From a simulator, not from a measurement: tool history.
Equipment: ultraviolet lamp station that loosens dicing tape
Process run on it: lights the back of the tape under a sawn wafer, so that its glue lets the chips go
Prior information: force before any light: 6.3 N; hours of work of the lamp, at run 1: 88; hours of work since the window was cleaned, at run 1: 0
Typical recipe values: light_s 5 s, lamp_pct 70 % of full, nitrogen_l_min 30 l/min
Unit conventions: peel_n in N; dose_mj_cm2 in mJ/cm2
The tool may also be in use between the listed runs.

run	hour	light_s	lamp_pct	nitrogen_l_min	hours of work of the lamp	hours of work since the window was cleaned	peel_n	dose_mj_cm2
1	0.0	5	70	30	88	0	0.912	462
2	8.1	5	70	30	93	5	0.896	470
3	14.6	5	70	30	97	9	0.933	459
4	24.7	5	70	30	103	15	0.917	460
5	36.1	5	70	30	109	22	0.918	447
6	41.5	5	70	10	113	25	1.477	455
7	50.1	5	70	10	118	30	1.516	458
8	56.8	5	70	10	122	34	1.498	455
9	65.4	5	70	10	127	39	1.553	455
10	75.3	5	70	47	133	45	0.818	449
11	81.2	5	70	47	136	48	0.835	450
12	89.3	5	70	30	141	53	0.959	454
13	97.8	5	70	30	146	58	0.998	449
14	109.4	5	70	30	153	65	1.004	446
15	114.9	5	70	30	156	68	0.976	443
16	126.9	5	69	30	163	76	1.050	436
17	136.0	5	69	30	169	81	1.053	435
18	148.7	5	70	46	176	89	0.892	431
19	160.3	5	97	30	183	96	0.580	599
20	169.0	5	97	30	189	101	0.586	596
21	174.8	5	70	30	192	104	1.039	435
22	181.6	5	70	30	196	108	1.066	424
23	191.9	7	83	43	202	114	0.372	714
24	198.6	10	70	30	206	118	0.306	851
25	206.4	5	76	30	211	123	0.934	465
26	215.0	5	76	30	216	128	0.950	460
27	227.8	3	76	19	224	136	2.188	276
28	234.2	3	63	10	227	140	3.040	229
29	243.9	6	70	30	233	145	0.843	504
30	254.7	3	70	30	240	152	2.259	250
# hour 256.3: window cleaned of glue's vapour
31	265.8	6	61	20	246	6	1.288	419
32	276.7	3	85	12	252	12	2.331	293
33	282.1	3	85	12	256	15	2.367	286
# hour 284.2: window cleaned of glue's vapour, once more
34	290.7	2	70	23	260	4	3.170	170
35	303.5	3	73	23	268	11	2.124	271
36	309.3	3	78	23	272	15	1.991	285
37	322.1	6	88	23	279	23	0.582	642
38	331.6	2	88	24	285	28	2.737	212
39	342.1	2	88	24	291	34	2.609	207
40	352.3	5	66	36	297	41	1.131	395
41	362.3	7	90	16	303	47	0.539	748
42	372.4	7	90	16	309	53	0.543	742
43	385.1	10	90	46	317	60	0.208	1065
44	397.8	10	90	46	324	68	0.221	1069

Take each entry between the runs: how does the hidden state at the last listed run before it differ from the hidden state at the first listed run after it?
Between runs 30 and 31: window cleaned of glue's vapour (hour 256.3)
  lamp's light, % of a new lamp's: 91 -> 90.7; light that the window lets through, % of a clean one's: 95.3 -> 92.1
  what was measured, less what the result would be without the hidden state, peel_n: +0.332 -> +0.319 N; dose_mj_cm2: -39 -> -82 mJ/cm2
Between runs 33 and 34: window cleaned of glue's vapour, once more (hour 284.2)
  lamp's light, % of a new lamp's: 90.4 -> 90.2; light that the window lets through, % of a clean one's: 91.8 -> 99.3
  what was measured, less what the result would be without the hidden state, peel_n: +0.416 -> +0.244 N; dose_mj_cm2: -60 -> -20 mJ/cm2
